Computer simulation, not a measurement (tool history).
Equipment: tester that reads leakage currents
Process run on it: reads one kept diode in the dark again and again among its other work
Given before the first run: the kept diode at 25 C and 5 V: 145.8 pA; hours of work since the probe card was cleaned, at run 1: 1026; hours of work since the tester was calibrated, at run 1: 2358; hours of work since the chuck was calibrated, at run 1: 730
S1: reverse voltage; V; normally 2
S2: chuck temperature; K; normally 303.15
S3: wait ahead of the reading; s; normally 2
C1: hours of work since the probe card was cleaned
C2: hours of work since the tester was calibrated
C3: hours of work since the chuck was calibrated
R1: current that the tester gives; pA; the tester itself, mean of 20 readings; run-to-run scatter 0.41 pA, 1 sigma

run,hour,S1,S2,S3,C1,C2,C3,R1
1,0,2,303.15,2,1026,2358,730,125.63
2,104.9,1.67,303.15,2,1081,2412,784,113.63
3,269.9,13.9,303.15,2,1167,2498,870,355.9
4,433.9,2,303.15,7.07,1252,2583,955,124.08
5,605.7,2,303.15,7.07,1341,2673,1045,122.59
# hour 723.8: probe card cleaned and baked
6,737.6,2,303.15,7.07,7,2740,1112,116.53
7,827,2,303.15,7.07,54,2786,1158,116.18
# hour 920.2: chuck's temperature calibrated
8,1000.6,2,303.15,7.07,143,2875,42,135.48
9,1138.5,2,303.15,7.07,215,2947,114,134.63
10,1296.4,2,303.15,7.07,297,3029,196,134.45
11,1420,4.14,303.15,0.65,361,3094,260,194.54
12,1496.4,2.39,303.15,2,401,3133,300,145.68
13,1566.4,3.11,303.15,2.14,437,3170,336,166.17
14,1722.1,2,303.15,7.63,518,3251,417,130.91
15,1832.5,2,306.15,7.63,576,3308,475,163.8
16,1986.8,2,306.15,7.63,656,3388,555,162.26
17,2152,2,306.15,7.63,742,3474,641,162
18,2278.3,1.44,320.15,2,808,3540,707,371.6
19,2393.6,2,303.15,0.31,868,3600,766,127.62
20,2518.7,2,303.15,0.31,933,3665,832,127.3

Alternative continuations, all from the tool just after run 20; predict every row:
A,2653.2,2,302.15,0.31,1003,3735,902,?
B,2653.2,3.4,315.15,6.67,1003,3735,902,?
C,2653.2,2,303.15,7.38,1003,3735,902,?
D,2653.2,5.61,315.15,0.58,1003,3735,902,?
E,2653.2,2,294.15,2,1003,3735,902,?

run,R1
A,116.76
B,400.89
C,125.86
D,521.3
E,63.19
Take away the tool's hidden state, keep each run's random variation, and the runs would have read:
run,R1
A,124.74
B,431.61
C,134.71
D,558.85
E,66.07
